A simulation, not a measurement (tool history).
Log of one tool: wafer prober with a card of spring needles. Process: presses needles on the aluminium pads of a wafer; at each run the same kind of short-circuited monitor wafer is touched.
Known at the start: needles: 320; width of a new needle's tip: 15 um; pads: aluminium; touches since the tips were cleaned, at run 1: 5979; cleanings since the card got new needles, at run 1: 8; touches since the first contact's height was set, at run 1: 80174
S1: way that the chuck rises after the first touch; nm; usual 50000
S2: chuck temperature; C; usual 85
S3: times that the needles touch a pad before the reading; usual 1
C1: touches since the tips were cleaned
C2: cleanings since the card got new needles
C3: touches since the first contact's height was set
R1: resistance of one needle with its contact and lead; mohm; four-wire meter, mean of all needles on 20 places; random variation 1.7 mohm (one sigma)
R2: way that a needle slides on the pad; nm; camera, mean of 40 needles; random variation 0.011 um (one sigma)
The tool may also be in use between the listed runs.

run,day,S1,S2,S3,C1,C2,C3,R1,R2
1,0.000,50000,85,1,5979,8,80174,317,6610
# day 0.229: tips cleaned on abrasive film
2,0.388,50000,85,1,1827,9,84547,419,6620
3,0.775,34000,85,1,6260,9,88980,582,4460
# day 0.975: tips cleaned on abrasive film
4,1.204,34000,85,1,2611,10,93812,365,4470
5,1.579,34000,85,1,6915,10,98116,473,4460
# day 1.725: tips cleaned on abrasive film
6,1.767,50000,85,3,450,11,100179,182,6610
# day 1.938: tips cleaned on abrasive film, once more
7,2.046,50000,41,1,1241,12,103345,215,6600
8,2.412,50000,41,1,5421,12,107525,314,6600
9,2.646,50000,28,1,8088,12,110192,337,6590
# day 2.712: tips cleaned on abrasive film
10,3.012,50000,28,1,3462,13,114342,283,6590
11,3.350,50000,28,1,7281,13,118161,337,6550
# day 3.458: tips cleaned on abrasive film
12,3.629,50000,28,1,1913,14,121295,243,6550
13,3.892,50000,85,3,4939,14,124321,221,6560
14,4.188,50000,85,3,8296,14,127678,229,6560
# day 4.221: tips cleaned on abrasive film
15,4.421,50000,85,3,2273,15,130307,201,6570
16,4.838,53000,85,1,7023,15,135057,312,6960
# day 4.983: tips cleaned on abrasive film
17,5.067,53000,85,1,948,16,137640,207,6930
18,5.275,56000,46,1,3295,16,139987,260,7320
19,5.608,32000,76,2,7131,16,143823,393,4120
# day 5.746: tips cleaned on abrasive film
20,5.833,32000,25,2,1029,17,146335,247,4110
21,6.088,69000,106,1,3932,17,149238,243,9100
22,6.433,38000,37,1,7878,17,153184,458,4940
# day 6.500: tips cleaned on abrasive film
23,6.758,59000,26,1,2930,18,156827,247,7730
24,6.950,33000,27,2,5136,18,159033,364,4240
25,7.183,47000,121,2,7787,18,161684,282,6100
# day 7.267: tips cleaned on abrasive film
26,7.475,50000,80,1,2347,19,164954,258,6520
27,7.804,50000,80,1,6128,19,168735,321,6510
# day 8.029: tips cleaned on abrasive film
28,8.242,54000,80,3,2410,20,173655,201,7040
29,8.650,50000,26,2,7096,20,178341,265,6510
# day 8.796: tips cleaned on abrasive film
30,8.900,34000,122,2,1200,21,181144,255,4350
31,9.088,34000,122,2,3314,21,183258,312,4350
32,9.454,34000,122,2,7536,21,187480,369,4330
# day 9.546: tips cleaned on abrasive film
33,9.638,37000,70,1,1048,22,189507,262,4750
34,9.942,69000,70,1,4529,22,192988,246,9040

4 ways to go on from here, each from the tool as it stands after run 34. What would each give?
A,10.138,51000,67,1,6732,22,195191,?,?
B,10.138,69000,50,1,6732,22,195191,?,?
C,10.138,69000,28,3,6732,22,195191,?,?
D,10.138,35000,70,1,6732,22,195191,?,?

run,R1,R2
A,332,6600
B,256,9020
C,196,9050
D,496,4460
Without the tool's hidden state the same runs would have given:
run,R1,R2
A,169,6820
B,158,9240
C,158,9270
D,175,4680
